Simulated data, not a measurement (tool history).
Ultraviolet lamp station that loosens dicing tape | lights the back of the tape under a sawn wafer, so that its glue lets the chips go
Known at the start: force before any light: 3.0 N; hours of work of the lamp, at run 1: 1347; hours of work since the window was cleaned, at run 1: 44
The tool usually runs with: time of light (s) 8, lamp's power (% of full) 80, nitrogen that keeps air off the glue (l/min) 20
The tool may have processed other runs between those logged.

| run | hour | time of light (s) | lamp's power (% of full) | nitrogen that keeps air off the glue (l/min) | hours of work of the lamp | hours of work since the window was cleaned | force that peels the tape off (N) | light that reached the tape (mJ/cm2) |
|---|---|---|---|---|---|---|---|---|
| 1 | 0 | 8 | 80 | 20 | 1347 | 44 | 0.465 | 306 |
|  | 46.3 | lamp changed |
| 2 | 48.5 | 6 | 80 | 20 | 2 | 79 | 0.336 | 391 |
| 3 | 106.8 | 6 | 80 | 20 | 45 | 121 | 0.352 | 374 |
| 4 | 158.2 | 8 | 61 | 20 | 82 | 159 | 0.374 | 370 |
| 5 | 207.1 | 8 | 61 | 20 | 118 | 195 | 0.391 | 363 |
| 6 | 265.9 | 8 | 61 | 20 | 162 | 239 | 0.401 | 354 |
| 7 | 326.4 | 8 | 61 | 20 | 206 | 283 | 0.397 | 337 |
| 8 | 381.5 | 8 | 61 | 20 | 247 | 324 | 0.426 | 328 |
| 9 | 433 | 8 | 61 | 12 | 285 | 362 | 0.551 | 319 |
| 10 | 465.8 | 8 | 61 | 12 | 309 | 386 | 0.59 | 315 |
| 11 | 530.8 | 8 | 61 | 12 | 357 | 434 | 0.618 | 302 |
| 12 | 565.2 | 8 | 80 | 20 | 382 | 459 | 0.334 | 391 |
| 13 | 600.1 | 8 | 80 | 20 | 408 | 485 | 0.346 | 385 |
|  | 614.7 | window cleaned of glue's vapour |
| 14 | 655.7 | 8 | 80 | 20 | 449 | 30 | 0.295 | 456 |
| 15 | 696.4 | 6 | 80 | 20 | 478 | 60 | 0.432 | 330 |
| 16 | 740.2 | 5 | 80 | 20 | 511 | 92 | 0.555 | 268 |
| 17 | 767.2 | 6 | 80 | 20 | 531 | 112 | 0.434 | 320 |
| 18 | 819.8 | 8 | 80 | 20 | 569 | 151 | 0.305 | 413 |
| 19 | 849.5 | 8 | 80 | 20 | 591 | 173 | 0.335 | 410 |
| 20 | 896.6 | 8 | 80 | 20 | 626 | 208 | 0.338 | 395 |
| 21 | 947.3 | 8 | 80 | 25 | 663 | 245 | 0.327 | 387 |
| 22 | 1000.5 | 8 | 80 | 25 | 703 | 284 | 0.344 | 372 |
| 23 | 1059.9 | 11 | 72 | 24 | 746 | 328 | 0.277 | 444 |
| 24 | 1109.9 | 9 | 83 | 16 | 783 | 365 | 0.361 | 411 |
| 25 | 1144 | 9 | 83 | 16 | 808 | 390 | 0.366 | 403 |
| 26 | 1174.4 | 4 | 65 | 20 | 831 | 412 | 1.184 | 136 |
| 27 | 1232.5 | 11 | 97 | 9 | 873 | 455 | 0.318 | 547 |
|  | 1288.9 | window cleaned of glue's vapour |
| 28 | 1289.9 | 11 | 97 | 7 | 915 | 1 | 0.306 | 633 |
| 29 | 1327.8 | 7 | 98 | 8 | 943 | 29 | 0.501 | 397 |
| 30 | 1379 | 10 | 98 | 8 | 981 | 66 | 0.32 | 558 |
| 31 | 1445.2 | 10 | 98 | 8 | 1030 | 115 | 0.339 | 532 |
| 32 | 1488.2 | 8 | 90 | 23 | 1062 | 147 | 0.332 | 382 |
| 33 | 1520.6 | 6 | 73 | 13 | 1085 | 171 | 0.809 | 229 |
| 34 | 1575 | 6 | 73 | 13 | 1125 | 211 | 0.866 | 218 |
| 35 | 1621.5 | 9 | 92 | 19 | 1160 | 245 | 0.337 | 405 |
| 36 | 1666.2 | 9 | 92 | 19 | 1193 | 278 | 0.346 | 388 |
| 37 | 1721.9 | 9 | 92 | 19 | 1234 | 319 | 0.361 | 377 |
| 38 | 1774.5 | 6 | 92 | 21 | 1272 | 358 | 0.606 | 243 |
| 39 | 1812.7 | 5 | 72 | 16 | 1301 | 386 | 1.151 | 158 |
| 40 | 1852.4 | 4 | 69 | 29 | 1330 | 415 | 1.282 | 114 |
| 41 | 1909.4 | 9 | 73 | 13 | 1372 | 457 | 0.706 | 261 |
|  | 1924.6 | lamp changed |
|  | 1965.8 | window cleaned of glue's vapour |
| 42 | 1976.7 | 9 | 73 | 13 | 38 | 8 | 0.284 | 537 |
| 43 | 2004.1 | 8 | 73 | 29 | 58 | 28 | 0.244 | 473 |

Measured less the same run without the tool's hidden state. The same run-to-run variation is in both; the gauge's scatter may not be:
Hidden state at play: lamp's light, % of a new lamp's; light that the window lets through, % of a clean one's; drift of the gauge itself on peel_n, %; drift of the gauge itself on dose_mj_cm2, %.
| run | force that peels the tape off (N) | light that reached the tape (mJ/cm2) |
|---|---|---|
| 1 | +0.227 | -240 |
| 2 | +0.018 | -19 |
| 3 | +0.032 | -30 |
| 4 | +0.045 | -41 |
| 5 | +0.057 | -50 |
| 6 | +0.072 | -60 |
| 7 | +0.087 | -72 |
| 8 | +0.105 | -83 |
| 9 | +0.157 | -92 |
| 10 | +0.179 | -98 |
| 11 | +0.207 | -110 |
| 12 | +0.095 | -152 |
| 13 | +0.105 | -160 |
| 14 | +0.044 | -87 |
| 15 | +0.095 | -72 |
| 16 | +0.143 | -67 |
| 17 | +0.115 | -85 |
| 18 | +0.073 | -127 |
| 19 | +0.08 | -134 |
| 20 | +0.091 | -144 |
| 21 | +0.087 | -156 |
| 22 | +0.101 | -167 |
| 23 | +0.064 | -222 |
| 24 | +0.125 | -224 |
| 25 | +0.132 | -230 |
| 26 | +0.462 | -83 |
| 27 | +0.102 | -361 |
| 28 | +0.074 | -265 |
| 29 | +0.191 | -180 |
| 30 | +0.099 | -275 |
| 31 | +0.113 | -295 |
| 32 | +0.113 | -228 |
| 33 | +0.376 | -143 |
| 34 | +0.42 | -149 |
| 35 | +0.122 | -295 |
| 36 | +0.133 | -308 |
| 37 | +0.148 | -321 |
| 38 | +0.349 | -224 |
| 39 | +0.624 | -150 |
| 40 | +0.684 | -119 |
| 41 | +0.428 | -291 |
| 42 | +0.008 | -16 |
| 43 | +0.007 | -20 |
